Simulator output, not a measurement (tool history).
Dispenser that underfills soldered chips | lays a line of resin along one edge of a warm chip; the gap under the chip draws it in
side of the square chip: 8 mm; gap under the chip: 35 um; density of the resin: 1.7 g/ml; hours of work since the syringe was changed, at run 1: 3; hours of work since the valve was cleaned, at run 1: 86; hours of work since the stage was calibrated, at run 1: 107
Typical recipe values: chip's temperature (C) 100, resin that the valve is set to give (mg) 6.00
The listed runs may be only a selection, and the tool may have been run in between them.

run	hour	chip's temperature (C)	resin that the valve is set to give (mg)	hours of work since the syringe was changed	hours of work since the valve was cleaned	hours of work since the stage was calibrated	time until the resin shows at the far edge (s)	resin that the valve gave (mg)
1	0.0	100	6.00	3	86	107	146.2	5.68
# hour 7.7: new syringe of resin
2	12.8	100	6.00	4	96	116	165.1	5.68
# hour 18.3: new syringe of resin
3	26.9	100	5.40	7	107	127	213.7	5.11
# hour 29.4: new syringe of resin
4	35.7	100	7.21	5	113	133	176.8	6.85
# hour 40.5: new syringe of resin
5	49.9	100	7.21	7	124	144	219.0	6.71
# hour 51.3: new syringe of resin
6	58.4	100	6.25	5	130	151	191.9	5.87
# hour 62.0: new syringe of resin
# hour 72.6: new syringe of resin
7	72.6	100	6.00	0	141	161	123.1	5.54
# hour 83.2: new syringe of resin
8	83.8	100	6.00	0	149	169	127.1	5.46
# hour 86.6: dispensing valve cleaned and set on the balance
9	92.4	100	6.00	6	4	175	212.4	6.02
# hour 95.4: new syringe of resin
10	105.5	100	6.00	8	14	185	234.7	5.88
# hour 106.6: new syringe of resin
11	114.9	100	6.00	6	21	192	202.7	5.90
# hour 117.7: new syringe of resin
12	123.9	100	6.00	5	28	199	184.2	5.95
# hour 128.2: new syringe of resin
13	137.6	91	6.00	7	38	209	318.9	5.90
# hour 139.0: new syringe of resin
# hour 149.8: new syringe of resin
14	150.5	114	7.65	1	48	219	74.9	7.47
# hour 160.6: new syringe of resin
15	160.9	95	6.00	0	56	226	154.9	5.84
# hour 171.5: new syringe of resin
16	171.5	103	5.78	0	63	234	109.0	5.54
17	178.7	85	5.36	6	69	240	363.4	5.20
# hour 182.1: new syringe of resin
18	188.0	110	7.17	5	76	247	120.9	6.96
# hour 193.0: new syringe of resin
19	200.8	114	5.46	6	86	256	120.5	5.21
# hour 204.0: new syringe of resin
20	208.8	114	5.46	4	92	262	105.4	5.25
# hour 214.8: new syringe of resin
21	215.7	114	5.46	1	97	267	77.2	5.23
# hour 225.7: new syringe of resin
22	228.2	114	5.46	2	106	277	86.9	5.13
# hour 236.3: new syringe of resin
23	237.5	114	5.46	1	113	284	80.9	5.14
24	243.5	106	6.76	5	118	288	151.8	6.31
# hour 247.1: new syringe of resin
25	256.6	106	6.76	7	127	298	183.0	6.33
# hour 258.0: new syringe of resin
# hour 269.0: new syringe of resin
26	269.0	106	5.47	0	136	307	102.3	5.01

4 options for the next run, each taken on its own from the tool as it stands now. Forecast them:
# hour 279.4: new syringe of resin
A	279.6	105	5.95	0	144	315	?	?
# hour 279.4: new syringe of resin
B	279.6	86	5.36	0	144	315	?	?
# hour 279.4: new syringe of resin
C	279.6	94	6.00	0	144	315	?	?
# hour 279.4: new syringe of resin
D	279.6	85	7.14	0	144	315	?	?

run	time until the resin shows at the far edge (s)	resin that the valve gave (mg)
A	107.8	5.45
B	234.0	4.94
C	161.0	5.59
D	227.1	6.61
Without the tool's hidden state the same runs would have given:
run	time until the resin shows at the far edge (s)	resin that the valve gave (mg)
A	98.8	5.93
B	211.2	5.37
C	147.0	6.08
D	208.3	7.19
